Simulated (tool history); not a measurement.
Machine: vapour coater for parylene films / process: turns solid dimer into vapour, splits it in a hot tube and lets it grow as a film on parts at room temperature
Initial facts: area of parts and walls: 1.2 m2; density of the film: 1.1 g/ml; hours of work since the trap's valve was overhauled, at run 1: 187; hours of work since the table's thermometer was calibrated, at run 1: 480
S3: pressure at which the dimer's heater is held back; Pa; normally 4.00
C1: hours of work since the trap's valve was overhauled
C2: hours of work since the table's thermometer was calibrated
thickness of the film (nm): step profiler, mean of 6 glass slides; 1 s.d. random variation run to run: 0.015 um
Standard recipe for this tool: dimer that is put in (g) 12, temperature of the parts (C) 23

Run 1, hour 0.0: usual settings; C1 187; C2 480. Result: thickness of the film (nm) 4830.
Run 2, hour 19.4: usual settings but S3 6.95 Pa; C1 198; C2 491. Result: thickness of the film (nm) 4510.
Run 3, hour 43.8: usual settings but S3 6.95 Pa; C1 213; C2 506. Result: thickness of the film (nm) 4530.
Run 4, hour 63.9: usual settings but dimer that is put in (g) 7; C1 225; C2 518. Result: thickness of the film (nm) 2820.
Run 5, hour 91.2: usual settings but dimer that is put in (g) 7; C1 241; C2 534. Result: thickness of the film (nm) 2840.
Run 6, hour 110.8: usual settings but dimer that is put in (g) 7; C1 253; C2 546. Result: thickness of the film (nm) 2830.
Run 7, hour 134.2: usual settings; C1 267; C2 560. Result: thickness of the film (nm) 4860.
Run 8, hour 151.4: usual settings; C1 278; C2 570. Result: thickness of the film (nm) 4850.
Run 9, hour 168.0: usual settings but dimer that is put in (g) 8; C1 288; C2 580. Result: thickness of the film (nm) 3260.
Run 10, hour 188.2: usual settings but dimer that is put in (g) 8, S3 7.90 Pa; C1 300; C2 592. Result: thickness of the film (nm) 2990.
Run 11, hour 202.9: usual settings but dimer that is put in (g) 8, S3 7.90 Pa; C1 308; C2 601. Result: thickness of the film (nm) 2990.
Run 12, hour 228.0: usual settings but dimer that is put in (g) 8, S3 7.90 Pa; C1 323; C2 616. Result: thickness of the film (nm) 2990.
Run 13, hour 249.1: usual settings but S3 7.62 Pa; C1 336; C2 629. Result: thickness of the film (nm) 4500.
Run 14, hour 266.3: usual settings but S3 7.62 Pa; C1 346; C2 639. Result: thickness of the film (nm) 4510.
Run 15, hour 277.5: usual settings but S3 7.62 Pa; C1 353; C2 646. Result: thickness of the film (nm) 4540.
Run 16, hour 298.4: usual settings but S3 7.62 Pa; C1 366; C2 658. Result: thickness of the film (nm) 4540.
Run 17, hour 317.7: usual settings but temperature of the parts (C) 19; C1 377; C2 670. Result: thickness of the film (nm) 5740.
At hour 325.0: trap's valve overhauled.
Run 18, hour 334.1: usual settings but temperature of the parts (C) 19; C1 5; C2 677. Result: thickness of the film (nm) 5770.
Run 19, hour 350.6: usual settings but temperature of the parts (C) 19; C1 15; C2 687. Result: thickness of the film (nm) 5740.
Run 20, hour 374.9: usual settings but dimer that is put in (g) 11, temperature of the parts (C) 19; C1 30; C2 702. Result: thickness of the film (nm) 5270.
Run 21, hour 397.7: usual settings but dimer that is put in (g) 11, temperature of the parts (C) 19; C1 44; C2 716. Result: thickness of the film (nm) 5270.
Run 22, hour 421.6: usual settings but dimer that is put in (g) 11, temperature of the parts (C) 19; C1 58; C2 730. Result: thickness of the film (nm) 5280.
Run 23, hour 436.2: usual settings but dimer that is put in (g) 11, temperature of the parts (C) 19; C1 67; C2 739. Result: thickness of the film (nm) 5270.
Run 24, hour 461.2: usual settings but dimer that is put in (g) 11, temperature of the parts (C) 19, S3 2.95 Pa; C1 82; C2 754. Result: thickness of the film (nm) 5470.
Run 25, hour 474.7: usual settings but dimer that is put in (g) 15, temperature of the parts (C) 20, S3 4.86 Pa; C1 90; C2 762. Result: thickness of the film (nm) 6780.
Run 26, hour 494.4: usual settings but temperature of the parts (C) 34, S3 2.07 Pa; C1 102; C2 774. Result: thickness of the film (nm) 3520.
Run 27, hour 512.8: usual settings but temperature of the parts (C) 34, S3 2.07 Pa; C1 113; C2 785. Result: thickness of the film (nm) 3520.
Run 28, hour 532.0: usual settings but dimer that is put in (g) 6, temperature of the parts (C) 17, S3 5.60 Pa; C1 124; C2 796. Result: thickness of the film (nm) 3020.
Run 29, hour 545.1: usual settings but dimer that is put in (g) 9, temperature of the parts (C) 29, S3 4.91 Pa; C1 132; C2 804. Result: thickness of the film (nm) 2860.
Run 30, hour 557.3: usual settings but dimer that is put in (g) 9, temperature of the parts (C) 32, S3 4.23 Pa; C1 139; C2 811. Result: thickness of the film (nm) 2600.
At hour 578.8: gauge calibrated.
Run 31, hour 578.8: usual settings but dimer that is put in (g) 20, temperature of the parts (C) 17, S3 2.84 Pa; C1 152; C2 824. Result: thickness of the film (nm) 10600.
Run 32, hour 606.0: usual settings but dimer that is put in (g) 21; C1 169; C2 841. Result: thickness of the film (nm) 8460.
Run 33, hour 628.3: usual settings but temperature of the parts (C) 27, S3 8.62 Pa; C1 182; C2 854. Result: thickness of the film (nm) 3770.
At hour 645.2: table's thermometer calibrated.
Run 34, hour 656.2: usual settings but temperature of the parts (C) 27, S3 8.62 Pa; C1 198; C2 7. Result: thickness of the film (nm) 3780.
Run 35, hour 681.2: usual settings but dimer that is put in (g) 9, temperature of the parts (C) 25, S3 2.54 Pa; C1 213; C2 22. Result: thickness of the film (nm) 3560.
Run 36, hour 695.6: usual settings but dimer that is put in (g) 17, temperature of the parts (C) 25; C1 222; C2 30. Result: thickness of the film (nm) 6380.
Run 37, hour 707.8: usual settings but dimer that is put in (g) 17, temperature of the parts (C) 25; C1 229; C2 38. Result: thickness of the film (nm) 6380.
Run 38, hour 720.5: usual settings but dimer that is put in (g) 18, temperature of the parts (C) 19, S3 6.94 Pa; C1 237; C2 45. Result: thickness of the film (nm) 7960.
Run 39, hour 736.1: usual settings but dimer that is put in (g) 18, temperature of the parts (C) 19, S3 6.94 Pa; C1 246; C2 55. Result: thickness of the film (nm) 7970.

Estimate the outcome of run 40 from the log above:
Run 40, hour 755.5: usual settings but dimer that is put in (g) 18, temperature of the parts (C) 19, S3 6.94 Pa; C1 258; C2 66. Result: thickness of the film (nm) ?.

Logged for run 40: thickness of the film (nm) 8000.
Minus the tool's unlogged condition, the same run would have read thickness of the film (nm) 7950.

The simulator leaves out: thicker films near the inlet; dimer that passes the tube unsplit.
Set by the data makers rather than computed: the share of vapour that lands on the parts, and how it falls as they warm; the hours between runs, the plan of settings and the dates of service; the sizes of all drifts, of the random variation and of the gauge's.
